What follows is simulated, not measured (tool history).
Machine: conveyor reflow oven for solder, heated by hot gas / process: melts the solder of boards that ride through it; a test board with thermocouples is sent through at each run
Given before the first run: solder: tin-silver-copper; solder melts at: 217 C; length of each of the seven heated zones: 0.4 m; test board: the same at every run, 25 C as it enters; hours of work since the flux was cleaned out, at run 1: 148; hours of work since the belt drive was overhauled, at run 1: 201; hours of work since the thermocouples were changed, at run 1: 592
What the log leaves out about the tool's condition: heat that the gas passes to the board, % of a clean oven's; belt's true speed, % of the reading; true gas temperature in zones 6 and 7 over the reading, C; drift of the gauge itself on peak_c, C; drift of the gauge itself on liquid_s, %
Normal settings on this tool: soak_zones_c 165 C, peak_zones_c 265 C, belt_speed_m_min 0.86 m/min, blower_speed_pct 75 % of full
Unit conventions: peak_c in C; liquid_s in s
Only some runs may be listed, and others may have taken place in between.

run,hour,soak_zones_c,peak_zones_c,belt_speed_m_min,blower_speed_pct,hours of work since the flux was cleaned out,hours of work since the belt drive was overhauled,hours of work since the thermocouples were changed,peak_c,liquid_s
1,0,165,265,0.86,75,148,201,592,249.99,38.66
2,32.6,165,265,0.929,75,164,216,608,247.37,33.98
# hour 57.4: flux residue cleaned out of gas plates and filters
3,79.3,170,265,0.86,75,11,236,628,250.77,40.39
4,109.2,165,265,0.86,51,25,251,643,241.58,31.52
5,144.9,165,265,0.86,57,42,268,660,244.16,33.85
6,187,165,262,0.86,57,62,288,680,241.72,31.89
7,230.9,165,262,0.86,57,84,309,701,241.55,32.01
8,251.2,179,264,1.018,71,93,319,711,245.16,32.05
9,271.2,179,264,1.018,71,103,329,721,245.16,32.02
10,309.5,173,265,0.86,75,122,347,739,251.1,41.4
11,345.2,173,265,0.86,75,139,365,756,251.26,41.4
12,388.2,173,265,0.778,58,159,385,777,249.7,44.25
13,407.3,173,265,0.778,58,169,395,786,249.59,44.39
# hour 422.7: flux residue cleaned out of gas plates and filters
14,442.2,173,261,0.938,58,9,409,801,239.76,29.4

3 ways to go on from here, each from the tool as it stands after run 14. What would each give?
A,470.8,174,261,0.938,58,23,423,814,?,?
B,470.8,173,266,0.833,55,23,423,814,?,?
C,470.8,165,260,1.019,67,23,423,814,?,?

run,peak_c,liquid_s
A,240,29.88
B,247.19,39.06
C,237.37,23.67
What these runs would have given with no unlogged condition in the tool:
run,peak_c,liquid_s
A,239.96,29.84
B,247.14,39.02
C,237.32,23.63
